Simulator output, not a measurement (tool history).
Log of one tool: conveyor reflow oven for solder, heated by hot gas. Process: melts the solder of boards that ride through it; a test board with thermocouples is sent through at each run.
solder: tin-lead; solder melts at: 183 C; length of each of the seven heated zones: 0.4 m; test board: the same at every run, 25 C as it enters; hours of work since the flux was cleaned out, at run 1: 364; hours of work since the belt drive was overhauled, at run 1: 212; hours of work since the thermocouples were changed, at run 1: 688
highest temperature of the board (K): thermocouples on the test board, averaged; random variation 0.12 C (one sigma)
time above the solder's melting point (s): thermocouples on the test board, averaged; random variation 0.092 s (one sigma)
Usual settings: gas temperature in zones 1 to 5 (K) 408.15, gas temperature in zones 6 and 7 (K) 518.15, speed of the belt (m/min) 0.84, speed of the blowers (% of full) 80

run	hour	gas temperature in zones 1 to 5 (K)	gas temperature in zones 6 and 7 (K)	speed of the belt (m/min)	speed of the blowers (% of full)	hours of work since the flux was cleaned out	hours of work since the belt drive was overhauled	hours of work since the thermocouples were changed	highest temperature of the board (K)	time above the solder's melting point (s)
1	0	408.15	518.15	0.84	80	364	212	688	501.45	47.93
2	7.2	408.15	518.15	0.84	80	369	217	693	501.35	47.94
3	16.8	408.15	517.15	0.84	80	375	224	700	500.25	47.59
# hour 30.1: flux residue cleaned out of gas plates and filters
4	30.2	408.15	517.15	0.84	80	0	230	706	503.95	49.06
5	40.4	395.15	518.15	0.84	80	7	237	713	502.75	46.22
6	48	395.15	518.15	0.84	80	13	243	719	502.75	45.89
7	55.4	395.15	518.15	0.84	80	18	248	724	502.75	45.87
8	65.5	395.15	518.15	0.84	80	25	255	731	502.65	45.86
9	75.3	408.15	518.15	0.84	80	32	262	738	504.35	49.4
10	84.9	408.15	518.15	0.84	80	39	269	745	504.25	49.52
# hour 89.3: belt drive overhauled, speed set with a stopwatch
11	94.9	408.15	518.15	0.84	80	43	4	749	504.95	49.83
12	104.2	408.15	518.15	0.84	80	50	11	756	504.35	49.72
13	110.6	408.15	518.15	0.84	80	54	15	761	504.45	49.78
# hour 116.5: belt drive overhauled, speed set with a stopwatch, once more
14	120.4	408.15	518.15	0.84	80	59	3	765	504.15	48.71
15	130.3	408.15	523.15	0.84	80	66	10	772	508.45	50.38
16	135.8	408.15	523.15	0.84	80	69	14	776	508.65	50.5
17	146.6	414.15	527.15	0.84	80	77	21	783	512.95	53.33
18	157.3	408.15	529.15	1.001	80	85	29	791	507.35	41.75
19	168.5	393.15	509.15	1.001	80	93	37	799	486.85	30.01
20	177.2	394.15	520.15	0.679	67	99	43	805	507.05	58.61
21	182	408.15	528.15	0.967	80	102	47	808	507.25	43.39
22	188.4	408.15	518.15	0.84	82	107	51	813	504.15	48.79
23	196	399.15	518.15	0.707	53	112	57	818	499.65	53.31
24	205.3	409.15	518.15	0.782	73	119	63	825	504.15	52.78
25	216	409.15	518.15	0.782	73	126	71	833	504.15	52.85
# hour 220.9: thermocouples of zones 6 and 7 changed
26	225.4	409.15	518.15	0.782	73	132	76	3	502.85	52.34
27	236.1	421.15	518.15	0.996	73	139	84	11	496.65	40.96
28	244.6	421.15	518.15	0.996	73	145	90	17	496.55	40.85
29	252.3	408.15	518.15	0.815	74	151	95	22	501.45	49.46

Forecast run 30:
30	263.4	394.15	530.15	0.788	82	159	103	30	?	?

Run 30 gave highest temperature of the board (K) 513.95, time above the solder's melting point (s) 52.88.
Without the tool's hidden state the same run would have given highest temperature of the board (K) 516.05, time above the solder's melting point (s) 53.54.
